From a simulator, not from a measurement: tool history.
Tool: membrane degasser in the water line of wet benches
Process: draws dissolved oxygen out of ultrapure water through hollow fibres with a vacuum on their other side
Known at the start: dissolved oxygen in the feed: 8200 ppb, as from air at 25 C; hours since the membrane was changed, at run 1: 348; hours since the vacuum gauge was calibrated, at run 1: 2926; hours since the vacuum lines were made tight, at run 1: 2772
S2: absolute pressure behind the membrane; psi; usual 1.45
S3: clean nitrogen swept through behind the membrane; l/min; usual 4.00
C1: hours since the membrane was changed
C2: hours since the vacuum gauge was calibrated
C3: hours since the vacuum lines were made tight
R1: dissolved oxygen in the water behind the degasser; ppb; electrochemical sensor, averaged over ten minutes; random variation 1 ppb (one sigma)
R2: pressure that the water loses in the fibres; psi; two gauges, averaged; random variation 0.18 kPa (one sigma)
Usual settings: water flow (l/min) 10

run 1 hour=0.0 | water_flow_(l/min)=10 S2=1.45 S3=4.00 | C1=348 C2=2926 C3=2772 | R1=97.2 R2=4.838
run 2 hour=24.9 | water_flow_(l/min)=10 S2=1.45 S3=4.00 | C1=373 C2=2951 C3=2797 | R1=98.8 R2=4.801
run 3 hour=61.1 | water_flow_(l/min)=10 S2=1.45 S3=4.00 | C1=409 C2=2987 C3=2833 | R1=97.0 R2=4.823
run 4 hour=85.1 | water_flow_(l/min)=10 S2=1.45 S3=8.75 | C1=433 C2=3011 C3=2857 | R1=74.3 R2=4.808
run 5 hour=123.7 | water_flow_(l/min)=14 S2=1.45 S3=8.75 | C1=472 C2=3050 C3=2896 | R1=216.3 R2=6.807
run 6 hour=162.9 | water_flow_(l/min)=9 S2=1.45 S3=8.75 | C1=511 C2=3089 C3=2935 | R1=52.4 R2=4.309
run 7 hour=195.5 | water_flow_(l/min)=9 S2=1.45 S3=8.75 | C1=544 C2=3121 C3=2968 | R1=53.1 R2=4.334
run 8 hour=232.5 | water_flow_(l/min)=9 S2=1.45 S3=8.75 | C1=580 C2=3158 C3=3005 | R1=52.9 R2=4.342
run 9 hour=264.5 | water_flow_(l/min)=9 S2=1.45 S3=8.75 | C1=612 C2=3190 C3=3037 | R1=52.0 R2=4.348
run 10 hour=317.6 | water_flow_(l/min)=11 S2=1.73 S3=11.08 | C1=666 C2=3243 C3=3090 | R1=102.9 R2=5.297
run 11 hour=355.4 | water_flow_(l/min)=11 S2=1.61 S3=2.22 | C1=703 C2=3281 C3=3128 | R1=173.0 R2=5.263
run 12 hour=401.5 | water_flow_(l/min)=7 S2=1.61 S3=2.08 | C1=749 C2=3327 C3=3174 | R1=75.7 R2=3.359
run 13 hour=451.6 | water_flow_(l/min)=8 S2=2.35 S3=10.65 | C1=800 C2=3377 C3=3224 | R1=44.1 R2=3.857
run 14 hour=491.9 | water_flow_(l/min)=10 S2=1.13 S3=4.00 | C1=840 C2=3418 C3=3264 | R1=84.7 R2=4.799
run 15 hour=531.9 | water_flow_(l/min)=10 S2=2.42 S3=10.18 | C1=880 C2=3458 C3=3304 | R1=89.4 R2=4.783

Forecast each of these 5 alternatives for the next run:
run A hour=578.6 | water_flow_(l/min)=8 S2=1.61 S3=4.00 | C1=927 C2=3504 C3=3351 | R1=? R2=?
run B hour=578.6 | water_flow_(l/min)=10 S2=1.78 S3=11.28 | C1=927 C2=3504 C3=3351 | R1=? R2=?
run C hour=578.6 | water_flow_(l/min)=8 S2=1.64 S3=9.78 | C1=927 C2=3504 C3=3351 | R1=? R2=?
run D hour=578.6 | water_flow_(l/min)=12 S2=1.58 S3=2.67 | C1=927 C2=3504 C3=3351 | R1=? R2=?
run E hour=578.6 | water_flow_(l/min)=13 S2=1.38 S3=4.00 | C1=927 C2=3504 C3=3351 | R1=? R2=?

run=A R1=58.3 R2=3.781
run=B R1=76.9 R2=4.793
run=C R1=36.8 R2=3.830
run=D R1=193.8 R2=5.677
run=E R1=201.0 R2=6.222
Without the tool's hidden state the same runs would have given:
run=A R1=58.3 R2=3.833
run=B R1=76.9 R2=4.857
run=C R1=36.8 R2=3.881
run=D R1=193.7 R2=5.754
run=E R1=201.0 R2=6.305
